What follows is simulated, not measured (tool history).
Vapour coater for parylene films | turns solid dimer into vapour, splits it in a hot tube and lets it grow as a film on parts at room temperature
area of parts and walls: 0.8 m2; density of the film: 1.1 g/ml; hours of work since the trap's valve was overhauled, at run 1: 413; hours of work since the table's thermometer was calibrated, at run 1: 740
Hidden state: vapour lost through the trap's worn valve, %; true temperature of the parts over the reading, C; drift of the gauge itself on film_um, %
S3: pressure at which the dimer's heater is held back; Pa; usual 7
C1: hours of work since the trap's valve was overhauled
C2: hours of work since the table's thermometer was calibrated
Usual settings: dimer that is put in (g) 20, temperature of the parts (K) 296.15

{"run": 1, "hour": 0.0, "dimer that is put in (g)": 20, "temperature of the parts (K)": 296.15, "S3": 7, "C1": 413, "C2": 740, "thickness of the film (nm)": 13510}
{"run": 2, "hour": 11.4, "dimer that is put in (g)": 20, "temperature of the parts (K)": 296.15, "S3": 7, "C1": 423, "C2": 751, "thickness of the film (nm)": 13420}
{"run": 3, "hour": 25.5, "dimer that is put in (g)": 20, "temperature of the parts (K)": 296.15, "S3": 7, "C1": 436, "C2": 763, "thickness of the film (nm)": 13600}
{"run": 4, "hour": 40.7, "dimer that is put in (g)": 20, "temperature of the parts (K)": 296.15, "S3": 7, "C1": 449, "C2": 777, "thickness of the film (nm)": 13300}
{"run": 5, "hour": 59.5, "dimer that is put in (g)": 20, "temperature of the parts (K)": 296.15, "S3": 7, "C1": 466, "C2": 793, "thickness of the film (nm)": 13180}
{"hour": 64.6, "done": "trap's valve overhauled"}
{"run": 6, "hour": 74.5, "dimer that is put in (g)": 20, "temperature of the parts (K)": 296.15, "S3": 7, "C1": 9, "C2": 803, "thickness of the film (nm)": 12390}
{"run": 7, "hour": 87.0, "dimer that is put in (g)": 20, "temperature of the parts (K)": 296.15, "S3": 7, "C1": 20, "C2": 814, "thickness of the film (nm)": 12590}
{"run": 8, "hour": 105.4, "dimer that is put in (g)": 20, "temperature of the parts (K)": 296.15, "S3": 7, "C1": 36, "C2": 831, "thickness of the film (nm)": 12420}
{"run": 9, "hour": 125.2, "dimer that is put in (g)": 20, "temperature of the parts (K)": 296.15, "S3": 7, "C1": 54, "C2": 848, "thickness of the film (nm)": 12610}
{"run": 10, "hour": 140.0, "dimer that is put in (g)": 13, "temperature of the parts (K)": 296.15, "S3": 7, "C1": 67, "C2": 861, "thickness of the film (nm)": 8080}
{"run": 11, "hour": 148.7, "dimer that is put in (g)": 15, "temperature of the parts (K)": 292.15, "S3": 8.83, "C1": 75, "C2": 869, "thickness of the film (nm)": 9710}
{"run": 12, "hour": 157.6, "dimer that is put in (g)": 15, "temperature of the parts (K)": 292.15, "S3": 8.83, "C1": 83, "C2": 877, "thickness of the film (nm)": 9740}
{"run": 13, "hour": 172.3, "dimer that is put in (g)": 9, "temperature of the parts (K)": 291.15, "S3": 7, "C1": 96, "C2": 890, "thickness of the film (nm)": 6160}
{"hour": 187.1, "done": "trap's valve overhauled, once more"}
{"run": 14, "hour": 196.9, "dimer that is put in (g)": 19, "temperature of the parts (K)": 291.15, "S3": 8.13, "C1": 9, "C2": 908, "thickness of the film (nm)": 15530}
{"run": 15, "hour": 216.1, "dimer that is put in (g)": 26, "temperature of the parts (K)": 291.15, "S3": 4.24, "C1": 26, "C2": 925, "thickness of the film (nm)": 22630}
{"run": 16, "hour": 237.3, "dimer that is put in (g)": 22, "temperature of the parts (K)": 301.15, "S3": 2.15, "C1": 45, "C2": 944, "thickness of the film (nm)": 17070}
{"run": 17, "hour": 246.5, "dimer that is put in (g)": 22, "temperature of the parts (K)": 299.15, "S3": 2.61, "C1": 53, "C2": 952, "thickness of the film (nm)": 16970}

4 ways to go on from here, each from the tool as it stands after run 17. What would each give?
{"run": "A", "hour": 265.1, "dimer that is put in (g)": 26, "temperature of the parts (K)": 294.15, "S3": 2.61, "C1": 69, "C2": 969, "thickness of the film (nm)": "?"}
{"run": "B", "hour": 265.1, "dimer that is put in (g)": 22, "temperature of the parts (K)": 308.15, "S3": 2.61, "C1": 69, "C2": 969, "thickness of the film (nm)": "?"}
{"run": "C", "hour": 265.1, "dimer that is put in (g)": 10, "temperature of the parts (K)": 299.15, "S3": 3.17, "C1": 69, "C2": 969, "thickness of the film (nm)": "?"}
{"run": "D", "hour": 265.1, "dimer that is put in (g)": 20, "temperature of the parts (K)": 294.15, "S3": 7, "C1": 69, "C2": 969, "thickness of the film (nm)": "?"}

run=A thickness_of_the_film_(nm)=22550
run=B thickness_of_the_film_(nm)=14280
run=C thickness_of_the_film_(nm)=7550
run=D thickness_of_the_film_(nm)=15690
Without the tool's hidden state the same runs would have given:
run=A thickness_of_the_film_(nm)=22760
run=B thickness_of_the_film_(nm)=14420
run=C thickness_of_the_film_(nm)=7620
run=D thickness_of_the_film_(nm)=15830
